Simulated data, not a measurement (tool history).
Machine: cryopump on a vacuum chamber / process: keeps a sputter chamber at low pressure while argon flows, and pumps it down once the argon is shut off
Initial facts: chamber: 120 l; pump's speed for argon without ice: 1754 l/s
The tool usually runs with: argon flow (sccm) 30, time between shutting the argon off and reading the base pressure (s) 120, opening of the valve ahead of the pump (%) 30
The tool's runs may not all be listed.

| run | hour | argon flow (sccm) | time between shutting the argon off and reading the base pressure (s) | opening of the valve ahead of the pump (%) | pressure while argon flows (Pa) | pressure after the wait (uPa) |
|---|---|---|---|---|---|---|
| 1 | 0.0 | 30 | 120 | 30 | 0.1028 | 1.44 |
| 2 | 117.4 | 30 | 120 | 30 | 0.1027 | 1.47 |
|  | 180.3 | pump warmed up, emptied and cooled again |
| 3 | 238.5 | 30 | 120 | 30 | 0.0971 | 1.37 |
| 4 | 305.8 | 30 | 120 | 30 | 0.0970 | 1.40 |
| 5 | 380.0 | 30 | 120 | 30 | 0.0982 | 1.40 |
| 6 | 457.6 | 30 | 120 | 30 | 0.0979 | 1.43 |
| 7 | 579.1 | 27 | 120 | 30 | 0.0891 | 1.40 |
| 8 | 641.2 | 60 | 120 | 30 | 0.1986 | 1.44 |
| 9 | 723.9 | 60 | 120 | 30 | 0.2009 | 1.45 |
| 10 | 782.4 | 60 | 120 | 30 | 0.2012 | 1.49 |
| 11 | 856.8 | 60 | 120 | 45 | 0.1390 | 1.55 |
|  | 922.7 | pump warmed up, emptied and cooled again |
| 12 | 949.7 | 60 | 120 | 45 | 0.1305 | 1.45 |
| 13 | 1028.2 | 30 | 265 | 46 | 0.0642 | 1.16 |
| 14 | 1087.2 | 35 | 37 | 17 | 0.2012 | 2.75 |
| 15 | 1142.4 | 30 | 120 | 44 | 0.0674 | 1.44 |
| 16 | 1224.6 | 18 | 161 | 30 | 0.0592 | 1.37 |
| 17 | 1303.6 | 13 | 40 | 30 | 0.0433 | 2.77 |
| 18 | 1390.0 | 13 | 40 | 30 | 0.0432 | 2.75 |
| 19 | 1504.9 | 13 | 168 | 30 | 0.0434 | 1.42 |
| 20 | 1594.0 | 54 | 120 | 15 | 0.3562 | 1.63 |
| 21 | 1655.8 | 42 | 46 | 47 | 0.0938 | 2.68 |
|  | 1670.6 | pump warmed up, emptied and cooled again |
| 22 | 1720.0 | 23 | 185 | 20 | 0.1108 | 1.30 |
| 23 | 1783.1 | 23 | 185 | 20 | 0.1107 | 1.35 |
| 24 | 1903.8 | 23 | 185 | 20 | 0.1115 | 1.38 |

5 options for the next run, each taken on its own from the tool as it stands now. Forecast them:
| A | 1994.1 | 16 | 222 | 36 | ? | ? |
| B | 1994.1 | 23 | 43 | 57 | ? | ? |
| C | 1994.1 | 45 | 189 | 42 | ? | ? |
| D | 1994.1 | 21 | 185 | 20 | ? | ? |
| E | 1994.1 | 12 | 185 | 20 | ? | ? |

| run | pressure while argon flows (Pa) | pressure after the wait (uPa) |
|---|---|---|
| A | 0.0448 | 1.33 |
| B | 0.0419 | 2.71 |
| C | 0.1077 | 1.42 |
| D | 0.1038 | 1.42 |
| E | 0.0601 | 1.44 |
What these runs would have given with no unlogged condition in the tool:
| run | pressure while argon flows (Pa) | pressure after the wait (uPa) |
|---|---|---|
| A | 0.0432 | 0.47 |
| B | 0.0396 | 1.86 |
| C | 0.1032 | 0.56 |
| D | 0.1017 | 0.59 |
| E | 0.0589 | 0.58 |

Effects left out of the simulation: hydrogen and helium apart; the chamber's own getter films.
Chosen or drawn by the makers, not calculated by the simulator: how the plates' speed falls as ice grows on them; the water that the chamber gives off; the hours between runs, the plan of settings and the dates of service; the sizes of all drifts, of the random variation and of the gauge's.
